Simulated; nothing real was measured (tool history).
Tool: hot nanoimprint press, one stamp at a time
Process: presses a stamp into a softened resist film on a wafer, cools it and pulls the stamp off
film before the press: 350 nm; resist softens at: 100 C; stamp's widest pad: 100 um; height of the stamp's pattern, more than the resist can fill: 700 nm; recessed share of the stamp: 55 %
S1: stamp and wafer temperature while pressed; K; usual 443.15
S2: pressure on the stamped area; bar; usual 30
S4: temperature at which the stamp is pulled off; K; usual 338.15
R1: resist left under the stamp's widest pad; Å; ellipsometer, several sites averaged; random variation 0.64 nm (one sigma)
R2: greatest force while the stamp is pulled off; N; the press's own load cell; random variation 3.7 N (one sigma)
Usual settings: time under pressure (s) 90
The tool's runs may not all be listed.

{"run": 1, "hour": 0.0, "S1": 443.15, "S2": 30, "time under pressure (s)": 90, "S4": 338.15, "R1": 1754, "R2": 223}
{"run": 2, "hour": 18.4, "S1": 443.15, "S2": 30, "time under pressure (s)": 90, "S4": 338.15, "R1": 1747, "R2": 210}
{"run": 3, "hour": 40.5, "S1": 443.15, "S2": 30, "time under pressure (s)": 90, "S4": 338.15, "R1": 1757, "R2": 229}
{"run": 4, "hour": 64.7, "S1": 443.15, "S2": 30, "time under pressure (s)": 90, "S4": 338.15, "R1": 1752, "R2": 230}
{"run": 5, "hour": 95.6, "S1": 443.15, "S2": 30, "time under pressure (s)": 90, "S4": 331.15, "R1": 1759, "R2": 243}
{"run": 6, "hour": 132.2, "S1": 443.15, "S2": 30, "time under pressure (s)": 90, "S4": 338.15, "R1": 1766, "R2": 233}
{"run": 7, "hour": 157.3, "S1": 443.15, "S2": 30, "time under pressure (s)": 90, "S4": 338.15, "R1": 1761, "R2": 239}
{"run": 8, "hour": 187.9, "S1": 443.15, "S2": 30, "time under pressure (s)": 90, "S4": 338.15, "R1": 1774, "R2": 241}
{"run": 9, "hour": 207.2, "S1": 443.15, "S2": 27, "time under pressure (s)": 90, "S4": 338.15, "R1": 1868, "R2": 238}
{"run": 10, "hour": 229.0, "S1": 443.15, "S2": 27, "time under pressure (s)": 90, "S4": 338.15, "R1": 1860, "R2": 253}
{"run": 11, "hour": 265.6, "S1": 448.15, "S2": 37.8, "time under pressure (s)": 174, "S4": 341.15, "R1": 1084, "R2": 238}

Run 12 comes next. What will it give?
{"run": 12, "hour": 302.7, "S1": 448.15, "S2": 37.8, "time under pressure (s)": 174, "S4": 341.15, "R1": "?", "R2": "?"}

R1: 1088 Å
R2: 246 N
Without the tool's hidden state the same run would have given R1 1063 Å, R2 168 N.

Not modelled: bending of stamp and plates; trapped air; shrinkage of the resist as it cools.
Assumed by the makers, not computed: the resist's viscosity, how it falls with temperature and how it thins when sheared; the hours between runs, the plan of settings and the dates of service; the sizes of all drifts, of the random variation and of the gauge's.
